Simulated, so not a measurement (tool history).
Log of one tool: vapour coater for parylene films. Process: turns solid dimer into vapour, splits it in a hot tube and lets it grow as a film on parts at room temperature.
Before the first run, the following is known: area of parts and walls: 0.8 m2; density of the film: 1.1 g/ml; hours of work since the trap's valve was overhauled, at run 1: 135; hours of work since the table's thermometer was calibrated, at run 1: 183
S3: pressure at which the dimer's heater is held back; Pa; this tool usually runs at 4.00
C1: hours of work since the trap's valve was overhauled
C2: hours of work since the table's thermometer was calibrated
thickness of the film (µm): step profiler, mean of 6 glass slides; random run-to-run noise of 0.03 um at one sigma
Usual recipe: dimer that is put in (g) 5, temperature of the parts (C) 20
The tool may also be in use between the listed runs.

run 1 hour=0.0 | dimer_that_is_put_in_(g)=5 temperature_of_the_parts_(C)=20 S3=4.00 | C1=135 C2=183 | thickness_of_the_film_(µm)=2.70
run 2 hour=21.3 | dimer_that_is_put_in_(g)=5 temperature_of_the_parts_(C)=20 S3=4.00 | C1=153 C2=201 | thickness_of_the_film_(µm)=2.68
run 3 hour=32.9 | dimer_that_is_put_in_(g)=5 temperature_of_the_parts_(C)=20 S3=4.00 | C1=163 C2=211 | thickness_of_the_film_(µm)=2.64
run 4 hour=55.5 | dimer_that_is_put_in_(g)=5 temperature_of_the_parts_(C)=20 S3=4.00 | C1=182 C2=230 | thickness_of_the_film_(µm)=2.61
run 5 hour=71.5 | dimer_that_is_put_in_(g)=5 temperature_of_the_parts_(C)=14 S3=4.00 | C1=195 C2=243 | thickness_of_the_film_(µm)=3.45
run 6 hour=93.5 | dimer_that_is_put_in_(g)=5 temperature_of_the_parts_(C)=20 S3=4.00 | C1=214 C2=262 | thickness_of_the_film_(µm)=2.63
run 7 hour=109.6 | dimer_that_is_put_in_(g)=5 temperature_of_the_parts_(C)=20 S3=4.00 | C1=227 C2=276 | thickness_of_the_film_(µm)=2.58
run 8 hour=121.8 | dimer_that_is_put_in_(g)=5 temperature_of_the_parts_(C)=20 S3=4.00 | C1=238 C2=286 | thickness_of_the_film_(µm)=2.59
run 9 hour=147.5 | dimer_that_is_put_in_(g)=5 temperature_of_the_parts_(C)=20 S3=4.00 | C1=259 C2=308 | thickness_of_the_film_(µm)=2.64
run 10 hour=165.4 | dimer_that_is_put_in_(g)=5 temperature_of_the_parts_(C)=23 S3=4.00 | C1=275 C2=323 | thickness_of_the_film_(µm)=2.31
run 11 hour=191.7 | dimer_that_is_put_in_(g)=5 temperature_of_the_parts_(C)=23 S3=4.00 | C1=297 C2=345 | thickness_of_the_film_(µm)=2.25
run 12 hour=213.9 | dimer_that_is_put_in_(g)=5 temperature_of_the_parts_(C)=23 S3=4.00 | C1=316 C2=364 | thickness_of_the_film_(µm)=2.26
run 13 hour=240.0 | dimer_that_is_put_in_(g)=5 temperature_of_the_parts_(C)=23 S3=7.78 | C1=338 C2=386 | thickness_of_the_film_(µm)=2.15
run 14 hour=264.1 | dimer_that_is_put_in_(g)=4 temperature_of_the_parts_(C)=23 S3=7.78 | C1=358 C2=406 | thickness_of_the_film_(µm)=1.73
run 15 hour=278.7 | dimer_that_is_put_in_(g)=4 temperature_of_the_parts_(C)=20 S3=4.00 | C1=370 C2=418 | thickness_of_the_film_(µm)=2.07
run 16 hour=293.9 | dimer_that_is_put_in_(g)=5 temperature_of_the_parts_(C)=21 S3=4.00 | C1=383 C2=431 | thickness_of_the_film_(µm)=2.39
run 17 hour=312.6 | dimer_that_is_put_in_(g)=5 temperature_of_the_parts_(C)=20 S3=4.00 | C1=399 C2=447 | thickness_of_the_film_(µm)=2.51
run 18 hour=331.2 | dimer_that_is_put_in_(g)=5 temperature_of_the_parts_(C)=20 S3=4.00 | C1=415 C2=463 | thickness_of_the_film_(µm)=2.52
run 19 hour=342.2 | dimer_that_is_put_in_(g)=5 temperature_of_the_parts_(C)=20 S3=4.00 | C1=424 C2=472 | thickness_of_the_film_(µm)=2.53
run 20 hour=366.2 | dimer_that_is_put_in_(g)=5 temperature_of_the_parts_(C)=20 S3=4.00 | C1=444 C2=492 | thickness_of_the_film_(µm)=2.48
run 21 hour=390.8 | dimer_that_is_put_in_(g)=5 temperature_of_the_parts_(C)=23 S3=4.00 | C1=465 C2=513 | thickness_of_the_film_(µm)=2.20
run 22 hour=404.3 | dimer_that_is_put_in_(g)=5 temperature_of_the_parts_(C)=20 S3=4.00 | C1=476 C2=525 | thickness_of_the_film_(µm)=2.50
run 23 hour=429.0 | dimer_that_is_put_in_(g)=3 temperature_of_the_parts_(C)=15 S3=4.00 | C1=497 C2=545 | thickness_of_the_film_(µm)=1.83
run 24 hour=449.5 | dimer_that_is_put_in_(g)=2 temperature_of_the_parts_(C)=32 S3=3.90 | C1=515 C2=563 | thickness_of_the_film_(µm)=0.61
run 25 hour=471.1 | dimer_that_is_put_in_(g)=2 temperature_of_the_parts_(C)=32 S3=3.90 | C1=533 C2=581 | thickness_of_the_film_(µm)=0.61
-- hour=473.2 table's thermometer calibrated
run 26 hour=496.6 | dimer_that_is_put_in_(g)=5 temperature_of_the_parts_(C)=20 S3=5.30 | C1=553 C2=20 | thickness_of_the_film_(µm)=2.34
-- hour=521.7 trap's valve overhauled
run 27 hour=526.1 | dimer_that_is_put_in_(g)=8 temperature_of_the_parts_(C)=19 S3=4.00 | C1=4 C2=41 | thickness_of_the_film_(µm)=4.51
run 28 hour=538.6 | dimer_that_is_put_in_(g)=6 temperature_of_the_parts_(C)=19 S3=2.68 | C1=14 C2=52 | thickness_of_the_film_(µm)=3.47
run 29 hour=563.2 | dimer_that_is_put_in_(g)=6 temperature_of_the_parts_(C)=19 S3=2.68 | C1=35 C2=73 | thickness_of_the_film_(µm)=3.45
run 30 hour=576.4 | dimer_that_is_put_in_(g)=6 temperature_of_the_parts_(C)=19 S3=2.47 | C1=46 C2=84 | thickness_of_the_film_(µm)=3.45
-- hour=590.9 table's thermometer calibrated, once more
run 31 hour=600.9 | dimer_that_is_put_in_(g)=4 temperature_of_the_parts_(C)=13 S3=10.63 | C1=66 C2=8 | thickness_of_the_film_(µm)=2.77
run 32 hour=612.6 | dimer_that_is_put_in_(g)=4 temperature_of_the_parts_(C)=15 S3=10.63 | C1=76 C2=18 | thickness_of_the_film_(µm)=2.56
run 33 hour=628.0 | dimer_that_is_put_in_(g)=4 temperature_of_the_parts_(C)=15 S3=10.63 | C1=89 C2=31 | thickness_of_the_film_(µm)=2.59
run 34 hour=652.8 | dimer_that_is_put_in_(g)=4 temperature_of_the_parts_(C)=15 S3=10.63 | C1=110 C2=52 | thickness_of_the_film_(µm)=2.49
run 35 hour=672.3 | dimer_that_is_put_in_(g)=4 temperature_of_the_parts_(C)=15 S3=10.63 | C1=126 C2=69 | thickness_of_the_film_(µm)=2.54
run 36 hour=698.8 | dimer_that_is_put_in_(g)=4 temperature_of_the_parts_(C)=16 S3=4.66 | C1=149 C2=91 | thickness_of_the_film_(µm)=2.57
run 37 hour=718.7 | dimer_that_is_put_in_(g)=3 temperature_of_the_parts_(C)=21 S3=4.00 | C1=166 C2=108 | thickness_of_the_film_(µm)=1.56
run 38 hour=742.6 | dimer_that_is_put_in_(g)=3 temperature_of_the_parts_(C)=16 S3=4.00 | C1=186 C2=128 | thickness_of_the_film_(µm)=1.92
run 39 hour=763.8 | dimer_that_is_put_in_(g)=3 temperature_of_the_parts_(C)=16 S3=4.89 | C1=204 C2=146 | thickness_of_the_film_(µm)=1.87
run 40 hour=777.9 | dimer_that_is_put_in_(g)=2 temperature_of_the_parts_(C)=20 S3=4.00 | C1=216 C2=158 | thickness_of_the_film_(µm)=1.09
run 41 hour=802.4 | dimer_that_is_put_in_(g)=2 temperature_of_the_parts_(C)=15 S3=4.00 | C1=236 C2=179 | thickness_of_the_film_(µm)=1.29
run 42 hour=819.9 | dimer_that_is_put_in_(g)=5 temperature_of_the_parts_(C)=19 S3=3.96 | C1=251 C2=193 | thickness_of_the_film_(µm)=2.79
run 43 hour=838.7 | dimer_that_is_put_in_(g)=5 temperature_of_the_parts_(C)=20 S3=8.87 | C1=267 C2=209 | thickness_of_the_film_(µm)=2.49

Measured minus without-hidden-state, run by run (identical run-to-run variation in each term; gauge scatter may differ):
The hidden state here: vapour lost through the trap's worn valve, %; true temperature of the parts over the reading, C; drift of the gauge itself on film_um, %.
run=1 thickness_of_the_film_(µm)=-0.13
run=2 thickness_of_the_film_(µm)=-0.14
run=3 thickness_of_the_film_(µm)=-0.15
run=4 thickness_of_the_film_(µm)=-0.15
run=5 thickness_of_the_film_(µm)=-0.21
run=6 thickness_of_the_film_(µm)=-0.17
run=7 thickness_of_the_film_(µm)=-0.18
run=8 thickness_of_the_film_(µm)=-0.19
run=9 thickness_of_the_film_(µm)=-0.21
run=10 thickness_of_the_film_(µm)=-0.19
run=11 thickness_of_the_film_(µm)=-0.19
run=12 thickness_of_the_film_(µm)=-0.21
run=13 thickness_of_the_film_(µm)=-0.21
run=14 thickness_of_the_film_(µm)=-0.18
run=15 thickness_of_the_film_(µm)=-0.22
run=16 thickness_of_the_film_(µm)=-0.26
run=17 thickness_of_the_film_(µm)=-0.28
run=18 thickness_of_the_film_(µm)=-0.30
run=19 thickness_of_the_film_(µm)=-0.30
run=20 thickness_of_the_film_(µm)=-0.31
run=21 thickness_of_the_film_(µm)=-0.29
run=22 thickness_of_the_film_(µm)=-0.33
run=23 thickness_of_the_film_(µm)=-0.25
run=24 thickness_of_the_film_(µm)=-0.08
run=25 thickness_of_the_film_(µm)=-0.09
run=26 thickness_of_the_film_(µm)=-0.39
run=27 thickness_of_the_film_(µm)=-0.13
run=28 thickness_of_the_film_(µm)=-0.10
run=29 thickness_of_the_film_(µm)=-0.13
run=30 thickness_of_the_film_(µm)=-0.13
run=31 thickness_of_the_film_(µm)=-0.06
run=32 thickness_of_the_film_(µm)=-0.06
run=33 thickness_of_the_film_(µm)=-0.06
run=34 thickness_of_the_film_(µm)=-0.07
run=35 thickness_of_the_film_(µm)=-0.09
run=36 thickness_of_the_film_(µm)=-0.10
run=37 thickness_of_the_film_(µm)=-0.07
run=38 thickness_of_the_film_(µm)=-0.09
run=39 thickness_of_the_film_(µm)=-0.10
run=40 thickness_of_the_film_(µm)=-0.06
run=41 thickness_of_the_film_(µm)=-0.07
run=42 thickness_of_the_film_(µm)=-0.17
run=43 thickness_of_the_film_(µm)=-0.17
